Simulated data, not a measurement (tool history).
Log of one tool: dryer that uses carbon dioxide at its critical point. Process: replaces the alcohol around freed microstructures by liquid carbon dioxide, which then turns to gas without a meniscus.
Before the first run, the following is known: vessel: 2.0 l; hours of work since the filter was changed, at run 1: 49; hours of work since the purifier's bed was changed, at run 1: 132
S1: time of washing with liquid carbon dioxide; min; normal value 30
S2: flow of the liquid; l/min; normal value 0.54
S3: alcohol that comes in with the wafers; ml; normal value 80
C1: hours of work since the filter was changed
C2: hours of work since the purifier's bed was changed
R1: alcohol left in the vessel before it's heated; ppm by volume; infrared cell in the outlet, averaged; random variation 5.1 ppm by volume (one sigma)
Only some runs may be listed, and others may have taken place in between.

run 1 hour=0 | S1=30 S2=0.54 S3=80 | C1=49 C2=132 | R1=136
run 2 hour=14.9 | S1=30 S2=0.54 S3=80 | C1=59 C2=143 | R1=140
run 3 hour=34.4 | S1=30 S2=0.54 S3=80 | C1=72 C2=156 | R1=138
run 4 hour=51.2 | S1=30 S2=0.54 S3=80 | C1=84 C2=167 | R1=157
run 5 hour=72.6 | S1=30 S2=0.54 S3=80 | C1=98 C2=182 | R1=154
run 6 hour=94.3 | S1=30 S2=0.54 S3=80 | C1=113 C2=197 | R1=157
run 7 hour=127.3 | S1=30 S2=0.54 S3=80 | C1=135 C2=219 | R1=169
run 8 hour=154.1 | S1=30 S2=0.54 S3=80 | C1=154 C2=237 | R1=182
run 9 hour=173.7 | S1=30 S2=0.54 S3=80 | C1=167 C2=251 | R1=190
run 10 hour=191.3 | S1=30 S2=0.888 S3=80 | C1=179 C2=263 | R1=78
-- hour=202.3 inlet filter changed
run 11 hour=217 | S1=30 S2=0.888 S3=80 | C1=10 C2=280 | R1=82
run 12 hour=237 | S1=30 S2=0.888 S3=80 | C1=24 C2=293 | R1=83
run 13 hour=271.7 | S1=30 S2=0.888 S3=80 | C1=47 C2=317 | R1=85
run 14 hour=291.6 | S1=30 S2=0.888 S3=80 | C1=61 C2=331 | R1=92
run 15 hour=307.1 | S1=30 S2=0.888 S3=80 | C1=71 C2=341 | R1=91
run 16 hour=334.2 | S1=30 S2=0.888 S3=80 | C1=90 C2=360 | R1=89
run 17 hour=355.9 | S1=30 S2=0.888 S3=80 | C1=105 C2=374 | R1=101
run 18 hour=381.9 | S1=30 S2=0.54 S3=80 | C1=122 C2=392 | R1=211
run 19 hour=409.1 | S1=25 S2=0.54 S3=80 | C1=141 C2=411 | R1=395
run 20 hour=431.3 | S1=25 S2=0.54 S3=80 | C1=156 C2=426 | R1=404
run 21 hour=455.9 | S1=25 S2=0.54 S3=80 | C1=173 C2=442 | R1=428
-- hour=475.8 inlet filter changed
run 22 hour=480.8 | S1=25 S2=0.54 S3=80 | C1=3 C2=459 | R1=326
run 23 hour=498 | S1=47 S2=0.54 S3=22 | C1=15 C2=471 | R1=122
run 24 hour=525 | S1=47 S2=0.54 S3=22 | C1=34 C2=489 | R1=125
run 25 hour=543.4 | S1=47 S2=0.778 S3=74 | C1=46 C2=501 | R1=121
-- hour=577.3 purifier's bed changed
run 26 hour=581.9 | S1=47 S2=0.778 S3=74 | C1=70 C2=3 | R1=11
run 27 hour=600.9 | S1=27 S2=0.712 S3=80 | C1=83 C2=16 | R1=33
run 28 hour=619.3 | S1=22 S2=0.599 S3=27 | C1=96 C2=29 | R1=108
run 29 hour=653.4 | S1=22 S2=0.599 S3=27 | C1=119 C2=52 | R1=107
run 30 hour=670.1 | S1=22 S2=0.599 S3=27 | C1=130 C2=63 | R1=121
run 31 hour=703.9 | S1=22 S2=0.599 S3=27 | C1=153 C2=86 | R1=131
run 32 hour=724.8 | S1=22 S2=0.584 S3=106 | C1=168 C2=100 | R1=536
-- hour=752 inlet filter changed
run 33 hour=752.2 | S1=35 S2=0.674 S3=50 | C1=0 C2=118 | R1=35
run 34 hour=770.1 | S1=28 S2=0.419 S3=50 | C1=12 C2=131 | R1=308
run 35 hour=805.9 | S1=19 S2=0.419 S3=33 | C1=37 C2=155 | R1=828
run 36 hour=830 | S1=26 S2=0.743 S3=23 | C1=53 C2=172 | R1=55
run 37 hour=844.6 | S1=24 S2=0.743 S3=83 | C1=63 C2=181 | R1=90
run 38 hour=871.7 | S1=24 S2=0.743 S3=83 | C1=82 C2=200 | R1=93
run 39 hour=907.3 | S1=24 S2=0.743 S3=83 | C1=106 C2=224 | R1=107

Measured less the same run without the tool's hidden state. The same run-to-run variation is in both; the gauge's scatter may not be:
What the log doesn't record here: flow that reaches the vessel past the clogged filter, %; alcohol in the recycled carbon dioxide, ppm; drift of the gauge itself on alcohol_ppm, %.
run=1 R1=+53
run=2 R1=+59
run=3 R1=+64
run=4 R1=+73
run=5 R1=+78
run=6 R1=+84
run=7 R1=+99
run=8 R1=+108
run=9 R1=+116
run=10 R1=+66
run=11 R1=+71
run=12 R1=+71
run=13 R1=+80
run=14 R1=+82
run=15 R1=+87
run=16 R1=+87
run=17 R1=+92
run=18 R1=+129
run=19 R1=+193
run=20 R1=+206
run=21 R1=+222
run=22 R1=+117
run=23 R1=+113
run=24 R1=+121
run=25 R1=+120
run=26 R1=+1
run=27 R1=+10
run=28 R1=+27
run=29 R1=+38
run=30 R1=+43
run=31 R1=+54
run=32 R1=+195
run=33 R1=+27
run=34 R1=+38
run=35 R1=+82
run=36 R1=+41
run=37 R1=+50
run=38 R1=+57
run=39 R1=+67

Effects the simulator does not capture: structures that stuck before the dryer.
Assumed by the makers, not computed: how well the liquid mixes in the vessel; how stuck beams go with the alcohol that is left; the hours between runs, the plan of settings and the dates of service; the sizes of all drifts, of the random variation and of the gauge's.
